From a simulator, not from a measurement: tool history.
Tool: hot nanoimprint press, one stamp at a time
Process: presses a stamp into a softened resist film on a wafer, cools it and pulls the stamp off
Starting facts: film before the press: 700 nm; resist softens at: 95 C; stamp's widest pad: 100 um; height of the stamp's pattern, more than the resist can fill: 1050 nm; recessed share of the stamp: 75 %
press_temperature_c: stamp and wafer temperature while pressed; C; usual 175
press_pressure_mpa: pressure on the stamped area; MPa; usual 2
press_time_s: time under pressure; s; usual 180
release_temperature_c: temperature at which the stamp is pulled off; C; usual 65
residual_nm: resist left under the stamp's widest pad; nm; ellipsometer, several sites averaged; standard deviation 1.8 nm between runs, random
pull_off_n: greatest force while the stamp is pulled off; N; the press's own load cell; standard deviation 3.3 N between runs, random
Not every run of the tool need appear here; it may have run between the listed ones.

run	hour	press_temperature_c	press_pressure_mpa	press_time_s	release_temperature_c	residual_nm	pull_off_n
1	0	175	2	180	65	294.8	195
2	48.2	175	2	180	65	298.2	203
3	104.6	175	2	180	57	299.9	225
4	163.7	175	2	180	57	289.5	233
5	220.8	180	2	180	65	235.4	220
6	246.8	175	2.33	180	65	272.4	214
7	303.9	175	2	180	65	295.4	152
8	351.8	175	2	180	53	295.4	187
9	377.6	175	2	180	53	293.2	187
10	436.3	175	2	180	53	296.4	192
11	476.7	175	2	180	68	295.1	169
12	514.7	186	2	180	68	187.2	169
13	545.1	175	2	180	60	296	186
14	582.9	175	2	180	60	296.9	201
15	630.5	175	2.37	180	65	280.6	184
16	677.2	175	2.37	180	65	269.1	195
17	702.7	178	2.99	181	51	216.6	228
18	759	176	2	180	65	282.8	193
19	789.4	166	2	99	51	500.6	245
20	835.2	175	2.72	200	73	251.9	177
21	875.4	175	1.73	166	63	325.3	214
22	923.7	175	1.8	166	63	317.9	217
23	957.1	179	3.08	330	51	160.4	254
24	984.5	175	2.73	234	65	235.5	221
25	1010.3	187	2.73	234	73	139.7	196
26	1042.7	166	1.49	329	73	385.2	193
27	1113	166	1.49	329	73	382.2	143
28	1154.3	175	2	148	65	319.9	167
29	1193.8	175	1.71	287	55	249.5	190

Withheld: 6 entries from between the runs. Position of each, and hidden state at the listed run before versus the listed run after:
Runs 3 to 4: plate thermocouple calibrated (hour 133.9)
  true temperature over the reading, C: -0.88 -> -0.02; pressure that arrives at the usual setting, %: 96.66 -> 96.4; grip of the stamp's worn release coat, % over a new coat's: 32.9 -> 36.2
  measured value less the no-hidden-state value, residual_nm: +14.9 -> +4.7 nm; pull_off_n: +58 -> +62 N
Runs 6 to 7: stamp cleaned and given a new release coat (hour 296.3)
  true temperature over the reading, C: -0.14 -> -0.23; pressure that arrives at the usual setting, %: 96.04 -> 95.82; grip of the stamp's worn release coat, % over a new coat's: 41.1 -> 0.4
  measured value less the no-hidden-state value, residual_nm: +7.1 -> +8 nm; pull_off_n: +62 -> +1 N
Runs 15 to 16: plate thermocouple calibrated (hour 655.3)
  true temperature over the reading, C: -0.75 -> 0.02; pressure that arrives at the usual setting, %: 94.43 -> 94.23; grip of the stamp's worn release coat, % over a new coat's: 18 -> 20.5
  measured value less the no-hidden-state value, residual_nm: +16.8 -> +8 nm; pull_off_n: +29 -> +33 N
Runs 26 to 27: stamp cleaned and given a new release coat (hour 1082.9); press's hydraulic seals changed and the load cell set to zero (hour 1090.9)
  true temperature over the reading, C: -0.56 -> -0.65; pressure that arrives at the usual setting, %: 92.6 -> 99.92; grip of the stamp's worn release coat, % over a new coat's: 41.5 -> 1.2
  measured value less the no-hidden-state value, residual_nm: +16.3 -> +10.1 nm; pull_off_n: +58 -> +3 N
Runs 28 to 29: plate thermocouple calibrated (hour 1185.6)
  true temperature over the reading, C: -0.72 -> -0.01; pressure that arrives at the usual setting, %: 99.74 -> 99.56; grip of the stamp's worn release coat, % over a new coat's: 3.3 -> 5.3
  measured value less the no-hidden-state value, residual_nm: +9.5 -> +0.5 nm; pull_off_n: +7 -> +10 N

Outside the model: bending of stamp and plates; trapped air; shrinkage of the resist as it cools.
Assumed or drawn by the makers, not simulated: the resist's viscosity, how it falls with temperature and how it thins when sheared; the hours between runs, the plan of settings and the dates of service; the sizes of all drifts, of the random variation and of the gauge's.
